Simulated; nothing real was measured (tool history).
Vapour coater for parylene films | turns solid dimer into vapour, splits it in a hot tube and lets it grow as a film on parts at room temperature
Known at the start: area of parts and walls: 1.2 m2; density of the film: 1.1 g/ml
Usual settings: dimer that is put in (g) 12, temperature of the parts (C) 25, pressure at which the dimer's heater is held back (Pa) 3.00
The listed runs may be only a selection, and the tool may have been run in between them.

| run | day | dimer that is put in (g) | temperature of the parts (C) | pressure at which the dimer's heater is held back (Pa) | thickness of the film (um) |
|---|---|---|---|---|---|
| 1 | 0.000 | 12 | 25 | 3.00 | 4.68 |
| 2 | 0.633 | 12 | 25 | 7.74 | 4.20 |
| 3 | 1.575 | 12 | 25 | 7.74 | 4.22 |
| 4 | 2.796 | 12 | 25 | 6.01 | 4.27 |
| 5 | 3.608 | 12 | 25 | 8.78 | 4.10 |
| 6 | 4.283 | 12 | 29 | 3.00 | 3.95 |
| 7 | 4.979 | 12 | 25 | 3.00 | 4.58 |
| 8 | 5.946 | 12 | 25 | 3.00 | 4.56 |
| 9 | 6.567 | 12 | 25 | 3.00 | 4.56 |
| 10 | 7.667 | 12 | 25 | 3.00 | 4.60 |
| 11 | 8.362 | 12 | 34 | 3.00 | 3.14 |
| 12 | 9.438 | 12 | 34 | 3.00 | 3.19 |
| 13 | 9.983 | 12 | 34 | 3.00 | 3.14 |
|  | 10.558 | trap's valve overhauled |
| 14 | 10.838 | 12 | 34 | 3.00 | 3.05 |
| 15 | 11.758 | 12 | 34 | 3.00 | 3.01 |
| 16 | 12.638 | 12 | 34 | 3.00 | 3.05 |
| 17 | 13.429 | 12 | 25 | 3.00 | 4.24 |
| 18 | 14.142 | 12 | 20 | 3.00 | 5.22 |
| 19 | 15.233 | 12 | 20 | 3.00 | 5.16 |
| 20 | 15.800 | 12 | 25 | 3.86 | 4.05 |
|  | 16.388 | trap's valve overhauled, once more |
| 21 | 16.596 | 12 | 25 | 3.86 | 4.67 |
| 22 | 17.533 | 12 | 25 | 2.12 | 4.95 |
| 23 | 18.242 | 12 | 25 | 2.12 | 5.04 |
| 24 | 19.242 | 9 | 25 | 6.48 | 3.32 |
| 25 | 20.050 | 8 | 25 | 3.21 | 3.19 |
| 26 | 20.992 | 8 | 25 | 3.21 | 3.14 |
| 27 | 22.162 | 8 | 22 | 5.58 | 3.27 |
| 28 | 22.900 | 7 | 24 | 5.58 | 2.68 |
| 29 | 24.004 | 7 | 24 | 2.91 | 2.91 |
| 30 | 24.858 | 5 | 19 | 3.00 | 2.45 |
| 31 | 25.950 | 5 | 19 | 3.00 | 2.46 |
| 32 | 26.771 | 10 | 21 | 5.83 | 4.18 |
| 33 | 27.521 | 6 | 27 | 7.95 | 1.91 |
| 34 | 28.679 | 14 | 27 | 5.91 | 4.63 |
| 35 | 29.808 | 18 | 27 | 5.91 | 5.88 |
| 36 | 30.796 | 18 | 27 | 5.91 | 5.80 |
| 37 | 31.746 | 12 | 25 | 8.63 | 4.06 |
|  | 33.067 | trap's valve overhauled |
| 38 | 33.133 | 12 | 25 | 8.63 | 4.27 |
| 39 | 33.817 | 12 | 25 | 8.63 | 4.22 |
| 40 | 34.367 | 6 | 28 | 8.96 | 1.88 |
| 41 | 34.950 | 6 | 20 | 2.13 | 2.99 |
| 42 | 36.175 | 6 | 20 | 2.13 | 2.99 |
| 43 | 36.729 | 12 | 19 | 3.29 | 5.89 |
| 44 | 37.821 | 12 | 29 | 3.29 | 3.97 |
| 45 | 38.817 | 12 | 29 | 3.29 | 3.97 |
| 46 | 39.525 | 12 | 29 | 3.29 | 3.94 |

Each row is a separate what-if for the run after 46, all from the same tool condition, not one after another. Results?
| A | 40.371 | 6 | 29 | 3.29 | ? |
| B | 40.371 | 14 | 25 | 3.00 | ? |
| C | 40.371 | 13 | 32 | 10.64 | ? |
| D | 40.371 | 12 | 23 | 3.91 | ? |
| E | 40.371 | 22 | 25 | 8.83 | ? |

| run | thickness of the film (um) |
|---|---|
| A | 1.98 |
| B | 5.43 |
| C | 3.33 |
| D | 4.91 |
| E | 7.51 |
The same runs, with their run-to-run variation unchanged, on a tool lacking any hidden condition would have given:
| run | thickness of the film (um) |
|---|---|
| A | 2.07 |
| B | 5.68 |
| C | 3.49 |
| D | 5.13 |
| E | 7.86 |
